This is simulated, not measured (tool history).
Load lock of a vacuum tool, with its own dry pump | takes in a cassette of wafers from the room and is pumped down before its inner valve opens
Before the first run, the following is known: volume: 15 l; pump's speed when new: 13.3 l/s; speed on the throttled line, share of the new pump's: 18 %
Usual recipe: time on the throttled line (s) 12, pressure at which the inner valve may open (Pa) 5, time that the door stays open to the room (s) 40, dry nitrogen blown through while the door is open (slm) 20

run	hour	time on the throttled line (s)	pressure at which the inner valve may open (Pa)	time that the door stays open to the room (s)	dry nitrogen blown through while the door is open (slm)	incoming humidity of the room's air, %	time from the closed door until the inner valve may open (s)	rise of the pressure with all valves shut (Pa/min)
1	0.0	12	5	40	20	42.5	21.9	0.049
2	79.4	12	5	40	20	44.8	22.2	0.047
3	133.2	12	5	40	20	43.7	21.4	0.044
4	214.5	12	5	40	4	45.6	21.7	0.086
5	255.0	12	5	40	4	44.5	22.4	0.076
6	317.4	7	5	40	20	44.0	17.5	0.048
7	386.2	7	5	40	20	43.3	18.2	0.045
8	447.3	7	5	40	20	44.8	18.0	0.045
9	499.2	7	5	40	20	49.3	18.0	0.054
10	566.0	7	5	40	20	45.1	17.7	0.049
11	624.2	12	5	40	9	47.3	22.2	0.068
12	712.9	12	5	40	9	43.0	22.0	0.065
13	750.4	12	5	40	20	46.8	21.5	0.050
14	819.8	12	5	40	20	44.4	22.3	0.044
15	877.2	12	6	40	20	45.1	21.4	0.055
16	920.6	12	6	40	20	44.2	21.6	0.049
17	1007.7	12	4	40	20	44.2	22.3	0.050
18	1068.9	12	4	40	20	43.6	22.2	0.049
19	1119.0	12	5	40	20	46.8	22.2	0.052
20	1210.2	12	5	40	20	46.2	22.0	0.050
21	1274.4	12	5	40	20	41.5	21.9	0.048
22	1355.9	15	5	40	12	43.0	24.4	0.056
23	1422.9	15	5	40	12	41.7	24.2	0.060

Expected results for the next run?
24	1511.7	17	7	40	7	48.6	?	?

time from the closed door until the inner valve may open (s): 25.5
rise of the pressure with all valves shut (Pa/min): 0.077
With the hidden condition absent and the run-to-run variation left alone, this run would have shown time from the closed door until the inner valve may open (s) 24.7, rise of the pressure with all valves shut (Pa/min) 0.066.
